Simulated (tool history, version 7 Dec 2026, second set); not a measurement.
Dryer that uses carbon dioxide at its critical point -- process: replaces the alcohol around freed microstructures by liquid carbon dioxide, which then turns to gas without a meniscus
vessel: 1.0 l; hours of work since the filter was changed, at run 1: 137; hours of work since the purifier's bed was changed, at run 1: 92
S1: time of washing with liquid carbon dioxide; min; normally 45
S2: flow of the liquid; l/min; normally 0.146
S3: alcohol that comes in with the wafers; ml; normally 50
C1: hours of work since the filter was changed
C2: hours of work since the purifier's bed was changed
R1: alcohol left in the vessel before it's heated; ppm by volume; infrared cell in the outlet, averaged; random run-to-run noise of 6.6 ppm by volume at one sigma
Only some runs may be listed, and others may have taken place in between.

run	hour	S1	S2	S3	C1	C2	R1
1	0.0	45	0.146	50	137	92	472
2	14.9	45	0.146	50	144	98	484
3	35.2	45	0.146	50	154	108	519
4	68.5	45	0.218	50	169	123	76
5	91.7	45	0.147	50	180	134	551
6	118.0	45	0.147	50	192	146	574
7	152.6	45	0.146	50	208	162	633
8	175.9	45	0.146	50	219	173	661
# hour 183.2: inlet filter changed
9	201.1	68	0.122	95	8	184	209
10	221.6	44	0.166	23	18	194	133
11	248.9	44	0.166	23	30	207	132
12	280.9	50	0.146	50	45	221	262

Run 13 is up next; what results do you expect?
13	305.7	50	0.146	50	57	233	?

R1: 273 ppm by volume
Were there no unlogged condition in the tool, this run, its random variation unchanged, would have produced R1 165 ppm by volume.
